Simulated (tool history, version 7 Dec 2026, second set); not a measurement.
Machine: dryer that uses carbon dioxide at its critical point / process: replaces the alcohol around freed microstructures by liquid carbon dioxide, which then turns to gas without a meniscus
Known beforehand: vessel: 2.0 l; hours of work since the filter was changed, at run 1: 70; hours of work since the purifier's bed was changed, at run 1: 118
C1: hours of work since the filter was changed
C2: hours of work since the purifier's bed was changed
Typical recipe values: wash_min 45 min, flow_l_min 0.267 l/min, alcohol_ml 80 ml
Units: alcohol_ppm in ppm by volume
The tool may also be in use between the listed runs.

Run 1, hour 0: usual settings; C1 70; C2 118. Result: alcohol_ppm 671 ppm by volume.
Run 2, hour 30.7: usual settings; C1 84; C2 132. Result: alcohol_ppm 698 ppm by volume.
Run 3, hour 73.3: usual settings; C1 104; C2 152. Result: alcohol_ppm 731 ppm by volume.
Run 4, hour 103.7: usual settings; C1 118; C2 166. Result: alcohol_ppm 749 ppm by volume.
Run 5, hour 156.5: usual settings; C1 142; C2 190. Result: alcohol_ppm 803 ppm by volume.
Run 6, hour 198: usual settings but flow_l_min 0.417 l/min; C1 161; C2 209. Result: alcohol_ppm 127 ppm by volume.
Run 7, hour 222.5: usual settings but flow_l_min 0.417 l/min; C1 173; C2 221. Result: alcohol_ppm 134 ppm by volume.
Run 8, hour 271.3: usual settings but alcohol_ml 59 ml; C1 195; C2 243. Result: alcohol_ppm 624 ppm by volume.
Run 9, hour 297: usual settings but alcohol_ml 59 ml; C1 207; C2 255. Result: alcohol_ppm 669 ppm by volume.
Run 10, hour 347.8: usual settings but wash_min 47 min; C1 231; C2 279. Result: alcohol_ppm 777 ppm by volume.
Run 11, hour 397.2: usual settings but wash_min 47 min; C1 253; C2 301. Result: alcohol_ppm 819 ppm by volume.
Run 12, hour 426.9: usual settings but wash_min 47 min, alcohol_ml 88 ml; C1 267; C2 315. Result: alcohol_ppm 920 ppm by volume.
Run 13, hour 478.6: usual settings but wash_min 47 min, alcohol_ml 88 ml; C1 291; C2 339. Result: alcohol_ppm 967 ppm by volume.
Run 14, hour 528.7: usual settings but alcohol_ml 92 ml; C1 314; C2 362. Result: alcohol_ppm 1206 ppm by volume.
Run 15, hour 572.4: usual settings; C1 334; C2 382. Result: alcohol_ppm 1131 ppm by volume.
At hour 614.2: inlet filter changed.
Run 16, hour 627: usual settings but wash_min 58 min; C1 6; C2 407. Result: alcohol_ppm 248 ppm by volume.
Run 17, hour 660.1: usual settings but wash_min 58 min; C1 21; C2 422. Result: alcohol_ppm 254 ppm by volume.
Run 18, hour 688.4: usual settings but wash_min 27 min, flow_l_min 0.354 l/min, alcohol_ml 99 ml; C1 34; C2 435. Result: alcohol_ppm 1972 ppm by volume.
Run 19, hour 739.5: usual settings but wash_min 72 min, alcohol_ml 100 ml; C1 58; C2 458. Result: alcohol_ppm 145 ppm by volume.
Run 20, hour 777.6: usual settings but wash_min 33 min, flow_l_min 0.284 l/min, alcohol_ml 23 ml; C1 75; C2 476. Result: alcohol_ppm 552 ppm by volume.
Run 21, hour 821.1: usual settings but wash_min 33 min, flow_l_min 0.284 l/min, alcohol_ml 23 ml; C1 95; C2 496. Result: alcohol_ppm 558 ppm by volume.
Run 22, hour 869.8: usual settings but wash_min 68 min, flow_l_min 0.187 l/min, alcohol_ml 36 ml; C1 118; C2 519. Result: alcohol_ppm 336 ppm by volume.
Run 23, hour 919.2: usual settings but flow_l_min 0.441 l/min, alcohol_ml 78 ml; C1 141; C2 541. Result: alcohol_ppm 152 ppm by volume.
Run 24, hour 945.2: usual settings but wash_min 35 min, flow_l_min 0.166 l/min, alcohol_ml 23 ml; C1 153; C2 553. Result: alcohol_ppm 1761 ppm by volume.
Run 25, hour 976.9: usual settings but wash_min 56 min, flow_l_min 0.224 l/min, alcohol_ml 20 ml; C1 167; C2 568. Result: alcohol_ppm 259 ppm by volume.
Run 26, hour 1000.9: usual settings but wash_min 56 min, flow_l_min 0.224 l/min, alcohol_ml 20 ml; C1 178; C2 579. Result: alcohol_ppm 256 ppm by volume.
Run 27, hour 1044.6: usual settings but wash_min 56 min, flow_l_min 0.224 l/min, alcohol_ml 20 ml; C1 198; C2 599. Result: alcohol_ppm 265 ppm by volume.
Run 28, hour 1070.2: usual settings but wash_min 60 min, flow_l_min 0.45 l/min, alcohol_ml 32 ml; C1 210; C2 611. Result: alcohol_ppm 105 ppm by volume.
Run 29, hour 1095.2: usual settings but wash_min 60 min, flow_l_min 0.2 l/min, alcohol_ml 32 ml; C1 222; C2 622. Result: alcohol_ppm 448 ppm by volume.
Run 30, hour 1137.8: usual settings but wash_min 60 min, flow_l_min 0.2 l/min, alcohol_ml 32 ml; C1 241; C2 642. Result: alcohol_ppm 454 ppm by volume.
Run 31, hour 1162.3: usual settings but wash_min 60 min, flow_l_min 0.2 l/min, alcohol_ml 32 ml; C1 253; C2 653. Result: alcohol_ppm 469 ppm by volume.
Run 32, hour 1217.4: usual settings but wash_min 68 min, flow_l_min 0.2 l/min, alcohol_ml 26 ml; C1 278; C2 679. Result: alcohol_ppm 298 ppm by volume.
Run 33, hour 1252.1: usual settings but wash_min 28 min, flow_l_min 0.219 l/min; C1 294; C2 695. Result: alcohol_ppm 6132 ppm by volume.
Run 34, hour 1278.6: usual settings but wash_min 51 min, flow_l_min 0.168 l/min, alcohol_ml 32 ml; C1 306; C2 707. Result: alcohol_ppm 1275 ppm by volume.

Describe how what the log doesn't record of the tool's condition differs between the last listed run preceding each entry between runs and the first listed run following it.
Between runs 15 and 16: inlet filter changed (hour 614.2)
  flow that reaches the vessel past the clogged filter, %: 86 -> 99.7; alcohol in the recycled carbon dioxide, ppm: 67.9 -> 71.7
  measured less the result without the state, alcohol_ppm: +541 -> +71 ppm by volume
